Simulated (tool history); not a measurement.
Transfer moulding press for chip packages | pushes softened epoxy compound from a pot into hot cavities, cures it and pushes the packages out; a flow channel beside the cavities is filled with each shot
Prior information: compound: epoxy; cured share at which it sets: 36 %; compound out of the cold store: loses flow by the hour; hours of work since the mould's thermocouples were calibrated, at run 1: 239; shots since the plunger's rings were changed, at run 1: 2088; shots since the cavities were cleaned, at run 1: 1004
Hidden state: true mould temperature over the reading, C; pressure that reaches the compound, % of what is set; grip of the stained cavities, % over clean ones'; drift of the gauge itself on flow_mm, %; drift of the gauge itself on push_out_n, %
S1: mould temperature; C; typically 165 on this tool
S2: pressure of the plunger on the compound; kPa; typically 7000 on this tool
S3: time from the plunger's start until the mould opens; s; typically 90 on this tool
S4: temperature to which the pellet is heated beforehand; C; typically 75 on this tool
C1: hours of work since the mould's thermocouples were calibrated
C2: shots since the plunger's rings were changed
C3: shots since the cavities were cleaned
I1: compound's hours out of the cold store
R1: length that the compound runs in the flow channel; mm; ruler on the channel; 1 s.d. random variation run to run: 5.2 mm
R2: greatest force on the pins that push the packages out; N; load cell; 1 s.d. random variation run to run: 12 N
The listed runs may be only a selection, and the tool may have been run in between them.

run 1 hour=0.0 | S1=165 S2=7000 S3=90 S4=75 | C1=239 C2=2088 C3=1004 | I1=45.8 | R1=459 R2=545
-- hour=10.5 cavities cleaned with cleaning compound and waxed
run 2 hour=76.8 | S1=165 S2=7000 S3=115 S4=75 | C1=280 C2=2863 C3=683 | I1=26.0 | R1=508 R2=448
-- hour=118.0 cavities cleaned with cleaning compound and waxed
run 3 hour=136.0 | S1=165 S2=7000 S3=115 S4=81 | C1=311 C2=3457 C3=185 | I1=16.0 | R1=534 R2=441
run 4 hour=212.8 | S1=165 S2=7000 S3=115 S4=81 | C1=353 C2=4248 C3=976 | I1=19.6 | R1=529 R2=460
-- hour=229.1 cavities cleaned with cleaning compound and waxed
run 5 hour=261.0 | S1=165 S2=7000 S3=90 S4=73 | C1=378 C2=4729 C3=328 | I1=9.0 | R1=552 R2=606
-- hour=268.1 plunger's sealing rings changed
run 6 hour=305.9 | S1=165 S2=7000 S3=90 S4=75 | C1=401 C2=389 C3=764 | I1=45.9 | R1=460 R2=546
-- hour=340.8 cavities cleaned with cleaning compound and waxed
run 7 hour=377.4 | S1=165 S2=7000 S3=90 S4=84 | C1=439 C2=1109 C3=376 | I1=40.8 | R1=465 R2=538
run 8 hour=420.4 | S1=165 S2=7000 S3=90 S4=75 | C1=463 C2=1552 C3=819 | I1=37.2 | R1=481 R2=558
-- hour=448.7 cavities cleaned with cleaning compound and waxed
run 9 hour=454.8 | S1=165 S2=7000 S3=90 S4=75 | C1=481 C2=1892 C3=64 | I1=14.9 | R1=540 R2=603
run 10 hour=490.1 | S1=165 S2=7000 S3=90 S4=75 | C1=500 C2=2255 C3=427 | I1=29.3 | R1=502 R2=569
run 11 hour=533.9 | S1=165 S2=7000 S3=90 S4=75 | C1=524 C2=2705 C3=877 | I1=47.0 | R1=464 R2=522
-- hour=557.2 cavities cleaned with cleaning compound and waxed
run 12 hour=571.4 | S1=165 S2=7000 S3=90 S4=75 | C1=543 C2=3076 C3=146 | I1=35.3 | R1=488 R2=531
run 13 hour=617.0 | S1=165 S2=7000 S3=90 S4=75 | C1=568 C2=3545 C3=615 | I1=21.3 | R1=522 R2=578
run 14 hour=651.8 | S1=171 S2=7000 S3=90 S4=75 | C1=587 C2=3904 C3=974 | I1=26.8 | R1=495 R2=460
-- hour=666.1 cavities cleaned with cleaning compound and waxed
run 15 hour=721.5 | S1=173 S2=5730 S3=74 S4=75 | C1=624 C2=4606 C3=570 | I1=41.7 | R1=423 R2=532
-- hour=742.2 plunger's sealing rings changed
run 16 hour=759.1 | S1=162 S2=5310 S3=90 S4=76 | C1=643 C2=175 C3=932 | I1=38.1 | R1=424 R2=650
-- hour=775.7 cavities cleaned with cleaning compound and waxed
run 17 hour=813.5 | S1=162 S2=5310 S3=90 S4=76 | C1=672 C2=720 C3=390 | I1=10.5 | R1=487 R2=688
-- hour=872.5 mould's thermocouples calibrated
run 18 hour=882.4 | S1=167 S2=6360 S3=91 S4=73 | C1=5 C2=1408 C3=1078 | I1=10.2 | R1=521 R2=548
-- hour=891.4 cavities cleaned with cleaning compound and waxed
run 19 hour=957.4 | S1=161 S2=6190 S3=92 S4=75 | C1=45 C2=2165 C3=680 | I1=24.6 | R1=479 R2=687
-- hour=1002.7 cavities cleaned with cleaning compound and waxed
run 20 hour=1015.0 | S1=162 S2=7000 S3=125 S4=75 | C1=76 C2=2742 C3=126 | I1=28.4 | R1=511 R2=435
run 21 hour=1049.7 | S1=165 S2=8080 S3=90 S4=79 | C1=95 C2=3100 C3=484 | I1=25.5 | R1=539 R2=613
run 22 hour=1106.8 | S1=162 S2=5630 S3=90 S4=70 | C1=126 C2=3688 C3=1072 | I1=31.8 | R1=442 R2=690
-- hour=1114.3 cavities cleaned with cleaning compound and waxed
run 23 hour=1169.1 | S1=165 S2=5540 S3=72 S4=77 | C1=159 C2=4313 C3=564 | I1=16.3 | R1=478 R2=1047
-- hour=1217.7 plunger's sealing rings changed
-- hour=1226.4 cavities cleaned with cleaning compound and waxed
run 24 hour=1233.7 | S1=168 S2=6230 S3=108 S4=66 | C1=192 C2=149 C3=75 | I1=16.8 | R1=491 R2=429
run 25 hour=1266.2 | S1=165 S2=8100 S3=90 S4=75 | C1=209 C2=484 C3=410 | I1=13.5 | R1=583 R2=570
-- hour=1337.7 cavities cleaned with cleaning compound and waxed
run 26 hour=1343.7 | S1=165 S2=7000 S3=90 S4=75 | C1=251 C2=1266 C3=61 | I1=8.2 | R1=557 R2=605
run 27 hour=1408.2 | S1=165 S2=7000 S3=75 S4=75 | C1=286 C2=1930 C3=725 | I1=40.3 | R1=477 R2=814
-- hour=1445.5 cavities cleaned with cleaning compound and waxed
run 28 hour=1474.8 | S1=165 S2=7000 S3=80 S4=75 | C1=321 C2=2601 C3=303 | I1=17.7 | R1=526 R2=743

Forecast each of these 4 alternatives for the next run:
run A hour=1509.0 | S1=172 S2=7000 S3=80 S4=75 | C1=340 C2=2952 C3=654 | I1=8.6 | R1=? R2=?
run B hour=1509.0 | S1=165 S2=8640 S3=90 S4=75 | C1=340 C2=2952 C3=654 | I1=42.1 | R1=? R2=?
run C hour=1509.0 | S1=165 S2=6320 S3=80 S4=75 | C1=340 C2=2952 C3=654 | I1=29.2 | R1=? R2=?
run D hour=1509.0 | S1=157 S2=8310 S3=90 S4=75 | C1=340 C2=2952 C3=654 | I1=44.2 | R1=? R2=?

run=A R1=538 R2=539
run=B R1=520 R2=531
run=C R1=474 R2=733
run=D R1=521 R2=876
With the hidden condition removed and each run's random variation left untouched, the same runs would have given:
run=A R1=539 R2=531
run=B R1=520 R2=523
run=C R1=474 R2=722
run=D R1=522 R2=863
